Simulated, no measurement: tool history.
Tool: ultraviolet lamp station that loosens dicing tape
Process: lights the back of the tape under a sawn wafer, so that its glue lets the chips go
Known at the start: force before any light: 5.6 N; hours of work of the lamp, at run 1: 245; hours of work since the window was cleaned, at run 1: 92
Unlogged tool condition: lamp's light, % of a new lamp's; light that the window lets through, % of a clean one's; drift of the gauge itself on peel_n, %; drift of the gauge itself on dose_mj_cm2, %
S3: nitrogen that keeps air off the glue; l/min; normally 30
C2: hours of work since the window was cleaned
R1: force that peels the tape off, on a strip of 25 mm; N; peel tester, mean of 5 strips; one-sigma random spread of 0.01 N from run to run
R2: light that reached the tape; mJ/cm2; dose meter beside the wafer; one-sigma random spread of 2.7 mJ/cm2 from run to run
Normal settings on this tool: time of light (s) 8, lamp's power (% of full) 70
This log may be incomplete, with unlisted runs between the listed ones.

{"run": 1, "hour": 0.0, "time of light (s)": 8, "lamp's power (% of full)": 70, "S3": 30, "hours of work of the lamp": 245, "C2": 92, "R1": 0.436, "R2": 352}
{"run": 2, "hour": 14.8, "time of light (s)": 8, "lamp's power (% of full)": 70, "S3": 30, "hours of work of the lamp": 252, "C2": 99, "R1": 0.442, "R2": 351}
{"run": 3, "hour": 32.4, "time of light (s)": 8, "lamp's power (% of full)": 70, "S3": 14, "hours of work of the lamp": 261, "C2": 108, "R1": 0.794, "R2": 356}
{"run": 4, "hour": 55.4, "time of light (s)": 12, "lamp's power (% of full)": 70, "S3": 30, "hours of work of the lamp": 272, "C2": 119, "R1": 0.21, "R2": 525}
{"run": 5, "hour": 69.7, "time of light (s)": 11, "lamp's power (% of full)": 70, "S3": 30, "hours of work of the lamp": 279, "C2": 126, "R1": 0.244, "R2": 486}
{"run": 6, "hour": 82.3, "time of light (s)": 11, "lamp's power (% of full)": 70, "S3": 30, "hours of work of the lamp": 285, "C2": 132, "R1": 0.248, "R2": 485}
{"run": 7, "hour": 102.0, "time of light (s)": 8, "lamp's power (% of full)": 99, "S3": 30, "hours of work of the lamp": 295, "C2": 142, "R1": 0.234, "R2": 501}
{"run": 8, "hour": 117.1, "time of light (s)": 8, "lamp's power (% of full)": 71, "S3": 30, "hours of work of the lamp": 302, "C2": 149, "R1": 0.438, "R2": 358}
{"run": 9, "hour": 140.9, "time of light (s)": 8, "lamp's power (% of full)": 71, "S3": 30, "hours of work of the lamp": 314, "C2": 161, "R1": 0.427, "R2": 351}
{"run": 10, "hour": 168.1, "time of light (s)": 8, "lamp's power (% of full)": 71, "S3": 30, "hours of work of the lamp": 327, "C2": 174, "R1": 0.429, "R2": 355}
{"run": 11, "hour": 191.3, "time of light (s)": 8, "lamp's power (% of full)": 69, "S3": 30, "hours of work of the lamp": 339, "C2": 185, "R1": 0.465, "R2": 343}
{"run": 12, "hour": 217.4, "time of light (s)": 14, "lamp's power (% of full)": 69, "S3": 30, "hours of work of the lamp": 351, "C2": 198, "R1": 0.18, "R2": 606}
{"run": 13, "hour": 243.9, "time of light (s)": 14, "lamp's power (% of full)": 69, "S3": 30, "hours of work of the lamp": 364, "C2": 211, "R1": 0.176, "R2": 609}
{"run": 14, "hour": 270.9, "time of light (s)": 14, "lamp's power (% of full)": 69, "S3": 30, "hours of work of the lamp": 377, "C2": 224, "R1": 0.182, "R2": 613}
{"run": 15, "hour": 289.8, "time of light (s)": 14, "lamp's power (% of full)": 69, "S3": 30, "hours of work of the lamp": 387, "C2": 234, "R1": 0.189, "R2": 600}
{"run": 16, "hour": 303.9, "time of light (s)": 6, "lamp's power (% of full)": 70, "S3": 30, "hours of work of the lamp": 394, "C2": 241, "R1": 0.769, "R2": 264}
{"run": 17, "hour": 317.5, "time of light (s)": 6, "lamp's power (% of full)": 70, "S3": 30, "hours of work of the lamp": 400, "C2": 247, "R1": 0.732, "R2": 260}
{"run": 18, "hour": 341.8, "time of light (s)": 6, "lamp's power (% of full)": 70, "S3": 30, "hours of work of the lamp": 412, "C2": 259, "R1": 0.771, "R2": 264}
{"run": 19, "hour": 357.1, "time of light (s)": 6, "lamp's power (% of full)": 70, "S3": 30, "hours of work of the lamp": 420, "C2": 267, "R1": 0.77, "R2": 259}
{"run": 20, "hour": 372.7, "time of light (s)": 6, "lamp's power (% of full)": 70, "S3": 30, "hours of work of the lamp": 427, "C2": 274, "R1": 0.804, "R2": 265}
{"run": 21, "hour": 396.7, "time of light (s)": 8, "lamp's power (% of full)": 70, "S3": 30, "hours of work of the lamp": 439, "C2": 286, "R1": 0.454, "R2": 349}
{"run": 22, "hour": 417.8, "time of light (s)": 8, "lamp's power (% of full)": 70, "S3": 30, "hours of work of the lamp": 449, "C2": 296, "R1": 0.437, "R2": 345}
{"run": 23, "hour": 442.5, "time of light (s)": 7, "lamp's power (% of full)": 70, "S3": 30, "hours of work of the lamp": 461, "C2": 308, "R1": 0.586, "R2": 306}
{"hour": 445.5, "done": "window cleaned of glue's vapour"}
{"run": 24, "hour": 463.6, "time of light (s)": 14, "lamp's power (% of full)": 70, "S3": 35, "hours of work of the lamp": 471, "C2": 9, "R1": 0.175, "R2": 611}
{"run": 25, "hour": 481.1, "time of light (s)": 14, "lamp's power (% of full)": 70, "S3": 35, "hours of work of the lamp": 480, "C2": 17, "R1": 0.175, "R2": 614}
{"run": 26, "hour": 505.3, "time of light (s)": 8, "lamp's power (% of full)": 93, "S3": 29, "hours of work of the lamp": 492, "C2": 29, "R1": 0.269, "R2": 462}
{"run": 27, "hour": 524.3, "time of light (s)": 8, "lamp's power (% of full)": 93, "S3": 29, "hours of work of the lamp": 501, "C2": 39, "R1": 0.268, "R2": 466}
{"run": 28, "hour": 547.9, "time of light (s)": 10, "lamp's power (% of full)": 91, "S3": 53, "hours of work of the lamp": 513, "C2": 50, "R1": 0.164, "R2": 573}
{"run": 29, "hour": 559.3, "time of light (s)": 8, "lamp's power (% of full)": 60, "S3": 41, "hours of work of the lamp": 518, "C2": 56, "R1": 0.504, "R2": 301}
{"run": 30, "hour": 571.8, "time of light (s)": 8, "lamp's power (% of full)": 60, "S3": 41, "hours of work of the lamp": 524, "C2": 62, "R1": 0.498, "R2": 299}
{"run": 31, "hour": 597.0, "time of light (s)": 8, "lamp's power (% of full)": 73, "S3": 30, "hours of work of the lamp": 537, "C2": 74, "R1": 0.408, "R2": 364}
{"run": 32, "hour": 616.8, "time of light (s)": 9, "lamp's power (% of full)": 76, "S3": 50, "hours of work of the lamp": 546, "C2": 84, "R1": 0.237, "R2": 427}
{"run": 33, "hour": 628.5, "time of light (s)": 9, "lamp's power (% of full)": 76, "S3": 50, "hours of work of the lamp": 552, "C2": 90, "R1": 0.227, "R2": 428}
{"run": 34, "hour": 645.1, "time of light (s)": 8, "lamp's power (% of full)": 68, "S3": 20, "hours of work of the lamp": 560, "C2": 98, "R1": 0.636, "R2": 338}

Predict the results of run 35:
{"run": 35, "hour": 657.5, "time of light (s)": 8, "lamp's power (% of full)": 68, "S3": 20, "hours of work of the lamp": 566, "C2": 104, "R1": "?", "R2": "?"}

R1: 0.642 N
R2: 345 mJ/cm2
Take away the tool's hidden state, keep the run-to-run variation as it was, and the same run would have given R1 0.639 N, R2 346 mJ/cm2.
